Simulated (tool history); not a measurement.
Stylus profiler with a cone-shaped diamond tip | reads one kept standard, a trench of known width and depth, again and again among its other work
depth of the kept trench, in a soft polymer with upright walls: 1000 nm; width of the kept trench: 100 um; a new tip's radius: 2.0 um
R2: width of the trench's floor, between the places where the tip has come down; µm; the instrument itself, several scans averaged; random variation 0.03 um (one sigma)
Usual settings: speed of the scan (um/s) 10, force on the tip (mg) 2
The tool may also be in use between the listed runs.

run 1 hour=0 | speed_of_the_scan_(um/s)=10 force_on_the_tip_(mg)=2 | depth_of_the_trench_(nm)=1014.22 R2=96.53
run 2 hour=34.1 | speed_of_the_scan_(um/s)=10 force_on_the_tip_(mg)=4.32 | depth_of_the_trench_(nm)=1023.61 R2=96.55
run 3 hour=73.5 | speed_of_the_scan_(um/s)=10 force_on_the_tip_(mg)=4.32 | depth_of_the_trench_(nm)=1023.77 R2=96.46
run 4 hour=138.9 | speed_of_the_scan_(um/s)=10 force_on_the_tip_(mg)=4.32 | depth_of_the_trench_(nm)=1023.84 R2=96.51
run 5 hour=203.7 | speed_of_the_scan_(um/s)=10 force_on_the_tip_(mg)=4.32 | depth_of_the_trench_(nm)=1023.58 R2=96.47
run 6 hour=274.2 | speed_of_the_scan_(um/s)=10 force_on_the_tip_(mg)=4.32 | depth_of_the_trench_(nm)=1023.96 R2=96.49
run 7 hour=326.7 | speed_of_the_scan_(um/s)=10 force_on_the_tip_(mg)=4.32 | depth_of_the_trench_(nm)=1023.5 R2=96.5
run 8 hour=400.2 | speed_of_the_scan_(um/s)=10 force_on_the_tip_(mg)=4.32 | depth_of_the_trench_(nm)=1023.8 R2=96.51
run 9 hour=438.5 | speed_of_the_scan_(um/s)=10 force_on_the_tip_(mg)=4.32 | depth_of_the_trench_(nm)=1023.49 R2=96.48
run 10 hour=503.6 | speed_of_the_scan_(um/s)=10 force_on_the_tip_(mg)=2 | depth_of_the_trench_(nm)=1014.18 R2=96.45
run 11 hour=545.3 | speed_of_the_scan_(um/s)=10 force_on_the_tip_(mg)=2 | depth_of_the_trench_(nm)=1014.23 R2=96.45
run 12 hour=617.3 | speed_of_the_scan_(um/s)=10 force_on_the_tip_(mg)=2 | depth_of_the_trench_(nm)=1013.81 R2=96.5
run 13 hour=676.4 | speed_of_the_scan_(um/s)=5 force_on_the_tip_(mg)=2 | depth_of_the_trench_(nm)=1013.87 R2=96.47
run 14 hour=744.4 | speed_of_the_scan_(um/s)=5 force_on_the_tip_(mg)=2 | depth_of_the_trench_(nm)=1013.85 R2=96.49
run 15 hour=796.6 | speed_of_the_scan_(um/s)=10 force_on_the_tip_(mg)=2 | depth_of_the_trench_(nm)=1014.21 R2=96.52
run 16 hour=848.2 | speed_of_the_scan_(um/s)=10 force_on_the_tip_(mg)=2.8 | depth_of_the_trench_(nm)=1017.81 R2=96.46
run 17 hour=896.3 | speed_of_the_scan_(um/s)=10 force_on_the_tip_(mg)=2.8 | depth_of_the_trench_(nm)=1017.49 R2=96.49
run 18 hour=970 | speed_of_the_scan_(um/s)=10 force_on_the_tip_(mg)=2.8 | depth_of_the_trench_(nm)=1018.09 R2=96.47
run 19 hour=1030.8 | speed_of_the_scan_(um/s)=10 force_on_the_tip_(mg)=2.8 | depth_of_the_trench_(nm)=1017.85 R2=96.49
run 20 hour=1084.9 | speed_of_the_scan_(um/s)=10 force_on_the_tip_(mg)=2.8 | depth_of_the_trench_(nm)=1017.73 R2=96.47
run 21 hour=1145.9 | speed_of_the_scan_(um/s)=10 force_on_the_tip_(mg)=2.8 | depth_of_the_trench_(nm)=1017.41 R2=96.49
run 22 hour=1189.9 | speed_of_the_scan_(um/s)=10 force_on_the_tip_(mg)=2.8 | depth_of_the_trench_(nm)=1017.76 R2=96.53
-- hour=1228.4 new tip fitted, height scale calibrated
run 23 hour=1249.5 | speed_of_the_scan_(um/s)=10 force_on_the_tip_(mg)=2.8 | depth_of_the_trench_(nm)=1017.65 R2=96.54
run 24 hour=1292.3 | speed_of_the_scan_(um/s)=29 force_on_the_tip_(mg)=2.8 | depth_of_the_trench_(nm)=1017.9 R2=96.51
run 25 hour=1334.5 | speed_of_the_scan_(um/s)=29 force_on_the_tip_(mg)=2.8 | depth_of_the_trench_(nm)=1018.21 R2=96.49
run 26 hour=1409.4 | speed_of_the_scan_(um/s)=16 force_on_the_tip_(mg)=1.48 | depth_of_the_trench_(nm)=1011.47 R2=96.5
run 27 hour=1448.6 | speed_of_the_scan_(um/s)=4 force_on_the_tip_(mg)=2.01 | depth_of_the_trench_(nm)=1013.92 R2=96.52
run 28 hour=1523.4 | speed_of_the_scan_(um/s)=4 force_on_the_tip_(mg)=2.01 | depth_of_the_trench_(nm)=1014.12 R2=96.47
run 29 hour=1597.9 | speed_of_the_scan_(um/s)=2 force_on_the_tip_(mg)=2.44 | depth_of_the_trench_(nm)=1016.31 R2=96.54
run 30 hour=1650.2 | speed_of_the_scan_(um/s)=2 force_on_the_tip_(mg)=2.44 | depth_of_the_trench_(nm)=1016.03 R2=96.47
run 31 hour=1711.3 | speed_of_the_scan_(um/s)=5 force_on_the_tip_(mg)=0.86 | depth_of_the_trench_(nm)=1008.01 R2=96.55
run 32 hour=1749.9 | speed_of_the_scan_(um/s)=7 force_on_the_tip_(mg)=2.41 | depth_of_the_trench_(nm)=1016.17 R2=96.52
run 33 hour=1798 | speed_of_the_scan_(um/s)=37 force_on_the_tip_(mg)=1.73 | depth_of_the_trench_(nm)=1013.06 R2=96.4
run 34 hour=1869.4 | speed_of_the_scan_(um/s)=7 force_on_the_tip_(mg)=0.89 | depth_of_the_trench_(nm)=1008.26 R2=96.52
run 35 hour=1904 | speed_of_the_scan_(um/s)=3 force_on_the_tip_(mg)=1.1 | depth_of_the_trench_(nm)=1009.45 R2=96.54
run 36 hour=1971.8 | speed_of_the_scan_(um/s)=3 force_on_the_tip_(mg)=1.1 | depth_of_the_trench_(nm)=1009.31 R2=96.47
run 37 hour=2026.4 | speed_of_the_scan_(um/s)=9 force_on_the_tip_(mg)=2 | depth_of_the_trench_(nm)=1014.3 R2=96.51
run 38 hour=2063.8 | speed_of_the_scan_(um/s)=9 force_on_the_tip_(mg)=2 | depth_of_the_trench_(nm)=1014.43 R2=96.45
run 39 hour=2098.2 | speed_of_the_scan_(um/s)=12 force_on_the_tip_(mg)=0.7 | depth_of_the_trench_(nm)=1007.03 R2=96.42
run 40 hour=2138.2 | speed_of_the_scan_(um/s)=12 force_on_the_tip_(mg)=0.7 | depth_of_the_trench_(nm)=1006.87 R2=96.38
run 41 hour=2182.9 | speed_of_the_scan_(um/s)=7 force_on_the_tip_(mg)=1.02 | depth_of_the_trench_(nm)=1008.88 R2=96.51
run 42 hour=2258.8 | speed_of_the_scan_(um/s)=7 force_on_the_tip_(mg)=1.02 | depth_of_the_trench_(nm)=1008.99 R2=96.47
run 43 hour=2321.7 | speed_of_the_scan_(um/s)=7 force_on_the_tip_(mg)=1.02 | depth_of_the_trench_(nm)=1009.02 R2=96.51
run 44 hour=2371.5 | speed_of_the_scan_(um/s)=7 force_on_the_tip_(mg)=1.02 | depth_of_the_trench_(nm)=1008.57 R2=96.51
run 45 hour=2428.6 | speed_of_the_scan_(um/s)=11 force_on_the_tip_(mg)=2 | depth_of_the_trench_(nm)=1014.23 R2=96.51
run 46 hour=2465.3 | speed_of_the_scan_(um/s)=29 force_on_the_tip_(mg)=2 | depth_of_the_trench_(nm)=1014.31 R2=96.46
run 47 hour=2520.6 | speed_of_the_scan_(um/s)=3 force_on_the_tip_(mg)=5.63 | depth_of_the_trench_(nm)=1028.5 R2=96.43

Forecast each of these 3 alternatives for the next run:
run A hour=2567.2 | speed_of_the_scan_(um/s)=10 force_on_the_tip_(mg)=4.78 | depth_of_the_trench_(nm)=? R2=?
run B hour=2567.2 | speed_of_the_scan_(um/s)=6 force_on_the_tip_(mg)=0.68 | depth_of_the_trench_(nm)=? R2=?
run C hour=2567.2 | speed_of_the_scan_(um/s)=9 force_on_the_tip_(mg)=0.95 | depth_of_the_trench_(nm)=? R2=?

run=A depth_of_the_trench_(nm)=1025.11 R2=96.45
run=B depth_of_the_trench_(nm)=1006.88 R2=96.45
run=C depth_of_the_trench_(nm)=1008.17 R2=96.48
Without the tool's hidden state the same runs would have given:
run=A depth_of_the_trench_(nm)=1025.12 R2=96.48
run=B depth_of_the_trench_(nm)=1006.89 R2=96.49
run=C depth_of_the_trench_(nm)=1008.19 R2=96.51

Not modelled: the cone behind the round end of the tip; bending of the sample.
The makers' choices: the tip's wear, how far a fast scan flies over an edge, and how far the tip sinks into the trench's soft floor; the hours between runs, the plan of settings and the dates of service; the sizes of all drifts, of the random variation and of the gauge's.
